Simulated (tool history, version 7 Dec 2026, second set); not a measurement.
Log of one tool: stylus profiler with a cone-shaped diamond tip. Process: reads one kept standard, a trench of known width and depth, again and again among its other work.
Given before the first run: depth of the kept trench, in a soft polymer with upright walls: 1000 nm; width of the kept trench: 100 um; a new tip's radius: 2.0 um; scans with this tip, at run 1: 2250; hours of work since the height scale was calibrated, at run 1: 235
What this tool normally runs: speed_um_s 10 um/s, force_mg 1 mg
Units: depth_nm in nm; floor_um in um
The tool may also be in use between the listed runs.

run,hour,speed_um_s,force_mg,scans with this tip,hours of work since the height scale was calibrated,depth_nm,floor_um
1,0,10,1,2250,235,1003.29,96.14
2,15.4,10,1,2340,244,1003.04,96.19
3,28.7,10,1,2417,252,1003.05,96.1
4,45.8,10,1,2518,263,1003.29,96.14
5,59.9,10,1,2600,271,1003.07,96.09
6,68.2,10,1,2648,276,1002.92,96.13
7,85.4,10,1,2749,287,1002.5,96.07
8,93.3,10,1,2795,292,1002.58,96.09
9,102.8,10,1,2850,298,1002.59,96.1
10,119.7,10,1,2949,308,1002.96,96.06
11,135.5,10,0.98,3041,317,1002.38,96.09
12,148.7,14,1,3118,326,1002.47,95.98
13,158.1,14,1,3173,331,1002.23,96.01
14,171.7,10,1,3253,340,1002.63,96.03
15,187.6,10,1,3345,349,1002.39,96.02
16,199.3,23,1,3413,356,1002.21,95.9
17,211,23,1,3482,364,1002.09,95.9
# hour 213.1: height scale calibrated on a step standard
18,230.3,10,0.36,3591,10,999.64,95.94
19,244.6,6,1,3675,19,1001.15,96.01
20,252.8,6,1,3723,24,1001.61,95.98
21,269.6,13,1.23,3821,34,1002.24,95.94
# hour 275.4: height scale calibrated on a step standard, once more
22,288.9,13,1.23,3931,8,1005.15,95.9
23,301.7,13,1.23,4006,16,1005.25,95.86
24,318.3,3,2.14,4102,26,1007.41,96.02
25,330.7,3,2.14,4174,34,1007.21,96.07
26,346,30,0.78,4264,43,1003.29,95.67
27,358.7,30,0.78,4338,51,1003.58,95.66
28,372.8,4,1.91,4420,59,1006.57,95.93
29,390.1,15,1,4521,70,1003.97,95.85
30,404.3,15,1,4604,79,1004.57,95.81
31,422.7,9,1.86,4711,90,1005.64,95.89
32,433.8,5,0.42,4776,97,1002.07,95.81
33,449.1,4,0.39,4866,106,1001.49,95.92
34,461.8,4,0.62,4940,114,1002.38,95.88
35,471.7,18,1.88,4998,120,1006.38,95.82

For each run, the measured value with the value that run would have given without the tool's hidden condition subtracted. The run-to-run variation is shared by both, the gauge scatter possibly not:
Hidden state at play: radius of the tip, um; height scale over the true one, %; drift of the gauge itself on depth_nm, %; drift of the gauge itself on floor_um, %.
run,depth_nm,floor_um
1,-1.31,-0.28
2,-1.37,-0.29
3,-1.41,-0.31
4,-1.45,-0.32
5,-1.5,-0.33
6,-1.52,-0.34
7,-1.58,-0.35
8,-1.6,-0.36
9,-1.63,-0.37
10,-1.69,-0.37
11,-1.73,-0.39
12,-1.77,-0.39
13,-1.8,-0.41
14,-1.85,-0.41
15,-1.9,-0.43
16,-1.93,-0.44
17,-1.97,-0.45
18,-2.87,-0.46
19,-2.92,-0.46
20,-2.94,-0.47
21,-2.99,-0.49
22,-0.02,-0.5
23,-0.06,-0.5
24,-0.11,-0.52
25,-0.14,-0.53
26,-0.19,-0.54
27,-0.23,-0.55
28,-0.27,-0.55
29,-0.34,-0.57
30,-0.38,-0.58
31,-0.43,-0.59
32,-0.47,-0.6
33,-0.51,-0.61
34,-0.55,-0.62
35,-0.58,-0.63

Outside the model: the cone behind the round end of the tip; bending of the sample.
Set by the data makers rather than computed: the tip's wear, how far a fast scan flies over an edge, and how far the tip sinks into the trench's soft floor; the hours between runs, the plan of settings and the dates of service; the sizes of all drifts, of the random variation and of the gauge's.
